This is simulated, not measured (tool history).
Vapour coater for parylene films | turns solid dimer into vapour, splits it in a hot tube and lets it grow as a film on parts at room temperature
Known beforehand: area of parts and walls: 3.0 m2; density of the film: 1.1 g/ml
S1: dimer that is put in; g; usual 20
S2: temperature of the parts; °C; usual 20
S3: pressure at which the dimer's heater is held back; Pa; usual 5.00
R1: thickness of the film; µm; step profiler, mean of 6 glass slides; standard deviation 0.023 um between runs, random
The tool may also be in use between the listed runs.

| run | hour | S1 | S2 | S3 | R1 |
|---|---|---|---|---|---|
| 1 | 0.0 | 20 | 20 | 5.00 | 2.94 |
| 2 | 41.6 | 20 | 20 | 5.00 | 2.86 |
| 3 | 84.0 | 26 | 20 | 5.00 | 3.64 |
| 4 | 106.0 | 26 | 20 | 5.00 | 3.64 |
| 5 | 149.0 | 26 | 20 | 5.00 | 3.60 |
| 6 | 175.2 | 26 | 26 | 5.00 | 3.05 |
|  | 197.3 | trap's valve overhauled |
| 7 | 219.4 | 26 | 26 | 5.00 | 3.38 |
| 8 | 258.8 | 26 | 26 | 5.00 | 3.37 |
| 9 | 288.6 | 20 | 14 | 5.00 | 3.61 |
| 10 | 331.8 | 20 | 14 | 5.00 | 3.57 |
| 11 | 366.3 | 20 | 14 | 5.00 | 3.50 |
| 12 | 403.4 | 20 | 20 | 5.00 | 2.97 |
| 13 | 438.9 | 20 | 20 | 5.00 | 2.89 |
| 14 | 460.4 | 20 | 20 | 5.00 | 2.86 |
| 15 | 482.5 | 36 | 20 | 5.00 | 5.16 |
| 16 | 506.9 | 12 | 20 | 5.00 | 1.70 |
| 17 | 525.2 | 20 | 20 | 5.00 | 2.84 |
| 18 | 560.4 | 32 | 20 | 5.00 | 4.50 |
| 19 | 598.8 | 17 | 20 | 5.00 | 2.39 |
| 20 | 636.2 | 17 | 20 | 5.00 | 2.34 |
| 21 | 653.5 | 20 | 18 | 5.00 | 2.90 |
| 22 | 673.9 | 20 | 18 | 5.00 | 2.90 |
|  | 697.3 | trap's valve overhauled |
| 23 | 699.9 | 10 | 12 | 3.05 | 2.09 |
| 24 | 740.5 | 34 | 12 | 8.51 | 6.06 |
| 25 | 760.1 | 20 | 20 | 8.29 | 2.82 |
| 26 | 797.6 | 20 | 22 | 4.88 | 2.88 |
| 27 | 832.7 | 23 | 20 | 4.02 | 3.56 |
| 28 | 864.7 | 9 | 21 | 5.00 | 1.29 |
| 29 | 886.2 | 8 | 12 | 3.73 | 1.53 |
| 30 | 924.5 | 8 | 12 | 3.73 | 1.54 |
| 31 | 961.2 | 8 | 12 | 3.73 | 1.50 |
|  | 995.1 | table's thermometer calibrated |
| 32 | 1002.0 | 33 | 20 | 5.00 | 4.85 |
| 33 | 1022.8 | 33 | 20 | 5.00 | 4.81 |
| 34 | 1061.3 | 33 | 20 | 5.00 | 4.74 |
| 35 | 1081.5 | 33 | 20 | 5.00 | 4.74 |
| 36 | 1119.6 | 35 | 21 | 5.00 | 4.86 |
| 37 | 1148.3 | 35 | 21 | 5.00 | 4.80 |

Run 38 is up next; what results do you expect?
| 38 | 1169.0 | 35 | 21 | 8.07 | ? |

Run 38 gave R1 4.46 µm.
Minus the tool's unlogged condition, the same run would have read R1 5.06 µm.
